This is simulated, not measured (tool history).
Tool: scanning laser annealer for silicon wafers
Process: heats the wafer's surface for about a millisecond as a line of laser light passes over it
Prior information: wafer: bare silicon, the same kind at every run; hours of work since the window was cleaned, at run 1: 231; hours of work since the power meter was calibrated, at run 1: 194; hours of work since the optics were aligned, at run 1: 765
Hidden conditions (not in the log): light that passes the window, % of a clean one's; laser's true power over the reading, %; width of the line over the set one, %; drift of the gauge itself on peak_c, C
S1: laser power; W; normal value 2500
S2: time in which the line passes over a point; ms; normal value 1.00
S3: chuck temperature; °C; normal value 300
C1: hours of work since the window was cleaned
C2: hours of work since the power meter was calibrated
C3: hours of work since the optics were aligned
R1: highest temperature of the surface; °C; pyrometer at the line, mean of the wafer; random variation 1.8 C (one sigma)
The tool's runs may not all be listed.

run	day	S1	S2	S3	C1	C2	C3	R1
1	0.000	2500	1.00	300	231	194	765	1042
2	0.375	2356	1.00	300	237	200	771	986
3	0.671	2500	1.00	300	242	205	776	1040
4	1.025	2500	1.00	300	248	211	782	1042
5	1.567	2627	1.00	300	257	220	791	1088
6	1.967	2627	1.00	300	264	227	798	1087
7	2.354	2500	1.20	300	271	234	805	1116
8	2.642	2500	1.20	300	275	238	809	1120
9	2.933	2500	1.00	300	280	243	814	1040
10	3.196	2500	1.00	300	285	248	819	1038
11	3.567	2500	1.00	300	291	254	825	1040
12	3.858	2500	1.00	300	296	259	830	1033

Run 13 has not been measured yet. What should we expect?
13	4.346	2438	0.94	330	304	267	838	?

{"run 13": {"R1": 1020}}
With the hidden condition absent and the run-to-run variation left alone, this run would have shown R1 1038 °C.
